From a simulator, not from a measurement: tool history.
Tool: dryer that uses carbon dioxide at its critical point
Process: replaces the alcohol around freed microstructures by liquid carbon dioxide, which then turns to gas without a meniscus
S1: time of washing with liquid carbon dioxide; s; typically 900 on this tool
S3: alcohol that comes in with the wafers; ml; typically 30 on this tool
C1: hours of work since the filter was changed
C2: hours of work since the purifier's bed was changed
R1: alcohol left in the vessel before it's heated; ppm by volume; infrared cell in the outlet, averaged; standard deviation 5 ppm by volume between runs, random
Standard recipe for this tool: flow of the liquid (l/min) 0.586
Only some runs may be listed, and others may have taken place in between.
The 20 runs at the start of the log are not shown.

run 21 hour=1027.7 | S1=1020 flow_of_the_liquid_(l/min)=0.672 S3=23 | C1=216 C2=854 | R1=62
run 22 hour=1060.1 | S1=1080 flow_of_the_liquid_(l/min)=0.585 S3=22 | C1=235 C2=874 | R1=68
run 23 hour=1111.6 | S1=1080 flow_of_the_liquid_(l/min)=0.585 S3=22 | C1=267 C2=905 | R1=79
run 24 hour=1166.7 | S1=720 flow_of_the_liquid_(l/min)=0.573 S3=29 | C1=300 C2=938 | R1=251
run 25 hour=1238.7 | S1=900 flow_of_the_liquid_(l/min)=0.486 S3=30 | C1=344 C2=982 | R1=233
-- hour=1278 inlet filter changed
run 26 hour=1288.9 | S1=900 flow_of_the_liquid_(l/min)=0.486 S3=30 | C1=7 C2=1012 | R1=139
run 27 hour=1348.2 | S1=1020 flow_of_the_liquid_(l/min)=0.971 S3=25 | C1=43 C2=1048 | R1=79
run 28 hour=1393.6 | S1=1020 flow_of_the_liquid_(l/min)=0.971 S3=25 | C1=70 C2=1075 | R1=84
run 29 hour=1454.3 | S1=840 flow_of_the_liquid_(l/min)=0.493 S3=57 | C1=107 C2=1112 | R1=318
run 30 hour=1488 | S1=840 flow_of_the_liquid_(l/min)=0.387 S3=75 | C1=127 C2=1132 | R1=1197
run 31 hour=1552.6 | S1=1020 flow_of_the_liquid_(l/min)=0.541 S3=61 | C1=166 C2=1171 | R1=131
run 32 hour=1600.7 | S1=900 flow_of_the_liquid_(l/min)=0.63 S3=78 | C1=196 C2=1201 | R1=126
run 33 hour=1658.1 | S1=1440 flow_of_the_liquid_(l/min)=0.491 S3=78 | C1=230 C2=1235 | R1=92
run 34 hour=1721.3 | S1=720 flow_of_the_liquid_(l/min)=0.634 S3=21 | C1=269 C2=1274 | R1=149
run 35 hour=1787.1 | S1=1380 flow_of_the_liquid_(l/min)=0.857 S3=103 | C1=309 C2=1314 | R1=89

Here are 3 independent what-if runs from the current tool condition. What would each one return?
run A hour=1826 | S1=1380 flow_of_the_liquid_(l/min)=0.644 S3=103 | C1=332 C2=1337 | R1=?
run B hour=1826 | S1=900 flow_of_the_liquid_(l/min)=0.586 S3=93 | C1=332 C2=1337 | R1=?
run C hour=1826 | S1=1200 flow_of_the_liquid_(l/min)=0.876 S3=44 | C1=332 C2=1337 | R1=?

run=A R1=92
run=B R1=248
run=C R1=85
Stripped of hidden state, with their random variation kept, the same runs would have yielded:
run=A R1=9
run=B R1=60
run=C R1=3
